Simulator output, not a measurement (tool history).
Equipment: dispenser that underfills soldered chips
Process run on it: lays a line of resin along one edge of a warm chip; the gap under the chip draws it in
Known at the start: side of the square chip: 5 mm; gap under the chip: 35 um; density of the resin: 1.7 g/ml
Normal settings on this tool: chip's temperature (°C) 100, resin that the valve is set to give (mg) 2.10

| run | hour | chip's temperature (°C) | resin that the valve is set to give (mg) | time until the resin shows at the far edge (s) | resin that the valve gave (mg) |
|---|---|---|---|---|---|
| 1 | 0.0 | 100 | 2.10 | 59.5 | 2.05 |
| 2 | 6.6 | 100 | 2.10 | 73.5 | 2.05 |
|  | 9.5 | new syringe of resin |
| 3 | 18.7 | 100 | 2.10 | 77.5 | 2.04 |
|  | 19.8 | new syringe of resin |
| 4 | 28.8 | 100 | 2.10 | 72.6 | 2.02 |
|  | 29.8 | new syringe of resin |
| 5 | 37.8 | 100 | 2.30 | 73.5 | 2.23 |
|  | 39.6 | new syringe of resin |
| 6 | 45.5 | 100 | 2.38 | 66.9 | 2.29 |
|  | 49.9 | new syringe of resin |
| 7 | 53.6 | 100 | 2.38 | 62.5 | 2.30 |
|  | 60.0 | new syringe of resin |
| 8 | 60.9 | 100 | 2.10 | 59.1 | 2.04 |
|  | 70.3 | new syringe of resin |
| 9 | 72.1 | 100 | 2.10 | 59.9 | 2.00 |
| 10 | 77.9 | 96 | 2.10 | 86.8 | 2.00 |
|  | 80.6 | new syringe of resin |
| 11 | 83.8 | 96 | 2.10 | 73.6 | 2.02 |
|  | 91.0 | new syringe of resin |
| 12 | 94.5 | 100 | 2.10 | 63.9 | 1.98 |
|  | 101.2 | new syringe of resin |
| 13 | 101.6 | 100 | 2.67 | 54.9 | 2.55 |
|  | 111.0 | new syringe of resin |
| 14 | 111.2 | 100 | 2.67 | 55.8 | 2.54 |
| 15 | 118.6 | 100 | 2.67 | 69.8 | 2.52 |
|  | 121.3 | new syringe of resin |
| 16 | 129.3 | 114 | 2.67 | 42.1 | 2.53 |
|  | 131.1 | new syringe of resin |
|  | 133.6 | dispensing valve cleaned and set on the balance |
|  | 142.5 | new syringe of resin |
| 17 | 142.8 | 114 | 2.67 | 32.3 | 2.64 |
|  | 152.4 | new syringe of resin |
| 18 | 154.7 | 101 | 2.49 | 56.6 | 2.48 |
|  | 162.8 | new syringe of resin |
| 19 | 165.4 | 94 | 2.58 | 76.4 | 2.53 |
| 20 | 171.5 | 94 | 2.58 | 91.7 | 2.55 |
|  | 173.0 | new syringe of resin |
|  | 182.7 | new syringe of resin |
| 21 | 182.7 | 101 | 2.46 | 53.9 | 2.44 |
| 22 | 190.9 | 86 | 2.48 | 128.9 | 2.46 |
|  | 192.5 | new syringe of resin |
|  | 202.5 | new syringe of resin |
| 23 | 203.5 | 100 | 2.05 | 59.9 | 1.99 |
|  | 212.5 | new syringe of resin |
| 24 | 214.4 | 93 | 2.08 | 81.3 | 2.05 |
| 25 | 221.2 | 100 | 2.30 | 73.2 | 2.22 |
|  | 222.7 | new syringe of resin |
| 26 | 229.2 | 86 | 1.97 | 126.8 | 1.94 |
|  | 233.0 | new syringe of resin |
| 27 | 234.8 | 86 | 1.97 | 112.4 | 1.90 |
| 28 | 241.1 | 111 | 2.61 | 47.9 | 2.52 |
|  | 243.2 | new syringe of resin |
| 29 | 246.5 | 107 | 2.48 | 48.4 | 2.42 |
|  | 253.5 | new syringe of resin |
| 30 | 257.3 | 98 | 2.11 | 71.8 | 2.04 |
|  | 263.5 | new syringe of resin |
| 31 | 263.9 | 98 | 2.11 | 62.9 | 2.03 |
| 32 | 269.5 | 102 | 1.87 | 65.3 | 1.81 |
|  | 273.5 | new syringe of resin |
| 33 | 280.4 | 115 | 2.61 | 39.8 | 2.52 |
|  | 283.4 | new syringe of resin |
| 34 | 289.0 | 91 | 2.21 | 99.7 | 2.11 |

Difference, measured minus no-hidden-state, one row per run. Run-to-run variation is common to both terms; the gauge's own scatter need not be:
Hidden state present: resin's viscosity, % of fresh resin's; dose that the valve gives, % of what is set; true chip temperature over the reading, C; drift of the gauge itself on fill_s, %; drift of the gauge itself on given_mg, %.
| run | time until the resin shows at the far edge (s) | resin that the valve gave (mg) |
|---|---|---|
| 1 | +5.9 | -0.05 |
| 2 | +19.6 | -0.06 |
| 3 | +23.5 | -0.06 |
| 4 | +20.8 | -0.07 |
| 5 | +20.8 | -0.08 |
| 6 | +14.3 | -0.08 |
| 7 | +10.4 | -0.09 |
| 8 | +6.5 | -0.08 |
| 9 | +7.6 | -0.09 |
| 10 | +23.3 | -0.09 |
| 11 | +11.7 | -0.10 |
| 12 | +11.1 | -0.09 |
| 13 | +4.4 | -0.13 |
| 14 | +3.7 | -0.13 |
| 15 | +18.0 | -0.14 |
| 16 | +11.5 | -0.15 |
| 17 | +1.8 | -0.01 |
| 18 | +7.6 | -0.02 |
| 19 | +11.3 | -0.03 |
| 20 | +27.2 | -0.03 |
| 21 | +3.7 | -0.03 |
| 22 | +36.5 | -0.04 |
| 23 | +5.8 | -0.04 |
| 24 | +11.3 | -0.04 |
| 25 | +21.9 | -0.06 |
| 26 | +31.6 | -0.05 |
| 27 | +15.7 | -0.06 |
| 28 | +13.4 | -0.08 |
| 29 | +8.8 | -0.07 |
| 30 | +14.0 | -0.07 |
| 31 | +5.8 | -0.07 |
| 32 | +15.8 | -0.06 |
| 33 | +10.1 | -0.10 |
| 34 | +24.0 | -0.09 |
